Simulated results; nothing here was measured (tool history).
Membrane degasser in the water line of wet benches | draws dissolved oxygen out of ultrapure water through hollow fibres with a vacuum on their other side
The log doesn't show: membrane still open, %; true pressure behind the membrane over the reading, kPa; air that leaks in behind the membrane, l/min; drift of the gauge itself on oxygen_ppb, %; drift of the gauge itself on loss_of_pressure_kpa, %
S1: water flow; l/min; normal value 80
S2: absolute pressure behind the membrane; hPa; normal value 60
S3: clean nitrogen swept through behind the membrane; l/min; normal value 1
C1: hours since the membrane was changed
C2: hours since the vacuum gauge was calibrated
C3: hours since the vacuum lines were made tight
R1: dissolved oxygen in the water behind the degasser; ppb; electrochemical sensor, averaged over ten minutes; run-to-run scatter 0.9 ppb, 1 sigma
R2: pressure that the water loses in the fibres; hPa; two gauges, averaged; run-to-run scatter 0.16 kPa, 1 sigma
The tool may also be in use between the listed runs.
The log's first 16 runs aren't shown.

run 17 hour=841.3 | S1=80 S2=130.6 S3=1 | C1=976 C2=2142 C3=5248 | R1=1197.2 R2=578.6
run 18 hour=887.4 | S1=126 S2=60 S3=1 | C1=1023 C2=2188 C3=5294 | R1=521.9 R2=913.1
run 19 hour=924.3 | S1=126 S2=60 S3=1 | C1=1060 C2=2225 C3=5331 | R1=521.7 R2=920.9
run 20 hour=965.7 | S1=126 S2=60 S3=1 | C1=1101 C2=2266 C3=5372 | R1=524.6 R2=916.3
run 21 hour=1020.9 | S1=126 S2=47.4 S3=0.58 | C1=1156 C2=2321 C3=5427 | R1=397.5 R2=920.3
run 22 hour=1089.8 | S1=126 S2=47.4 S3=0.58 | C1=1225 C2=2390 C3=5496 | R1=396.5 R2=921.9
run 23 hour=1122.7 | S1=126 S2=47.1 S3=0.58 | C1=1258 C2=2423 C3=5529 | R1=389.4 R2=917.1
run 24 hour=1189.7 | S1=55 S2=60 S3=1 | C1=1325 C2=2490 C3=5596 | R1=292.1 R2=402.2
run 25 hour=1263.3 | S1=55 S2=60 S3=1 | C1=1398 C2=2564 C3=5670 | R1=292.7 R2=402
run 26 hour=1295.5 | S1=73 S2=38.3 S3=1.17 | C1=1431 C2=2596 C3=5702 | R1=91.3 R2=530.6
run 27 hour=1365.5 | S1=60 S2=127.1 S3=1.17 | C1=1501 C2=2666 C3=5772 | R1=860.6 R2=436.9
run 28 hour=1431.8 | S1=60 S2=127.1 S3=1.17 | C1=1567 C2=2732 C3=5838 | R1=862.3 R2=437
run 29 hour=1475.6 | S1=80 S2=60 S3=0.51 | C1=1611 C2=2776 C3=5882 | R1=561.9 R2=584.4
run 30 hour=1531.2 | S1=80 S2=91 S3=2.55 | C1=1666 C2=2832 C3=5938 | R1=392.8 R2=585.2
run 31 hour=1576.5 | S1=80 S2=54 S3=2.13 | C1=1712 C2=2877 C3=5983 | R1=187.6 R2=582.3
run 32 hour=1614.6 | S1=80 S2=77.8 S3=2.13 | C1=1750 C2=2915 C3=6021 | R1=358.9 R2=580.2

Alternative continuations, all from the tool just after run 32; predict every row:
run A hour=1664.6 | S1=54 S2=70.6 S3=1.79 | C1=1800 C2=2965 C3=6071 | R1=? R2=?
run B hour=1664.6 | S1=80 S2=87.2 S3=2.92 | C1=1800 C2=2965 C3=6071 | R1=? R2=?
run C hour=1664.6 | S1=101 S2=144.2 S3=1.14 | C1=1800 C2=2965 C3=6071 | R1=? R2=?
run D hour=1664.6 | S1=83 S2=60 S3=1 | C1=1800 C2=2965 C3=6071 | R1=? R2=?

run=A R1=251.5 R2=394.8
run=B R1=334.6 R2=584.2
run=C R1=1433.2 R2=735.9
run=D R1=399.1 R2=608.1
Take away the tool's hidden state, keep each run's random variation, and the runs would have read:
run=A R1=245.7 R2=392.3
run=B R1=328.9 R2=580.6
run=C R1=1426.6 R2=731.4
run=D R1=389 R2=604.4
